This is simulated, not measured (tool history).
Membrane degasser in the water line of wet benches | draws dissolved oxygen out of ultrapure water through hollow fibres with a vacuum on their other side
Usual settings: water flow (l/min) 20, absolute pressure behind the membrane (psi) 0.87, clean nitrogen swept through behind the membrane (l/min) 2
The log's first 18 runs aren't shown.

run,day,water flow (l/min),absolute pressure behind the membrane (psi),clean nitrogen swept through behind the membrane (l/min),hours since the membrane was changed,hours since the vacuum gauge was calibrated,hours since the vacuum lines were made tight,dissolved oxygen in the water behind the degasser (ppb),pressure that the water loses in the fibres (psi)
19,148.762,22,1.318,2.46,4744,5016,13590,210.7,7.248
20,153.942,20,1.294,2,4868,5140,13715,194.8,6.631
21,163.733,20,1.294,2,5103,5375,13950,197.9,6.63
22,168.579,28,1.559,2,5219,5491,14066,446.1,9.268
23,174.338,22,0.711,3.7,5358,5630,14204,111.8,7.271
24,181.362,22,0.711,3.7,5526,5798,14373,113.2,7.307
# day 185.225: vacuum gauge calibrated
25,192.183,22,0.824,3.81,5785,167,14632,118.4,7.316
26,197.375,20,0.766,4.22,5910,292,14757,80.2,6.62
27,208.867,12,1.397,1.78,6186,567,15033,111.2,3.975
28,218.05,20,2.013,2,6406,788,15253,310.8,6.673
29,223.367,20,2.013,2,6534,915,15380,302.4,6.675
# day 230.317: seals of the vacuum lines changed
30,234.767,20,2.013,1.4,6806,1187,107,391.3,6.625
31,243.929,20,2.013,1.4,7025,1407,327,391.3,6.676

Each row is a separate what-if for the run after 31, all from the same tool condition, not one after another. Results?
A,253.792,25,0.87,1.4,7262,1644,563,?,?
B,253.792,20,2.013,1.8,7262,1644,563,?,?
C,253.792,29,0.937,3.87,7262,1644,563,?,?
D,253.792,25,2.013,1.4,7262,1644,563,?,?
E,253.792,27,1.991,2,7262,1644,563,?,?

run,dissolved oxygen in the water behind the degasser (ppb),pressure that the water loses in the fibres (psi)
A,250.8,8.318
B,317.9,6.659
C,288.2,9.622
D,544.8,8.341
E,493.2,8.997
Had the tool no hidden state, the same runs would have come out as:
run,dissolved oxygen in the water behind the degasser (ppb),pressure that the water loses in the fibres (psi)
A,239.4,8.184
B,312.1,6.551
C,274,9.467
D,533.9,8.206
E,480.8,8.852
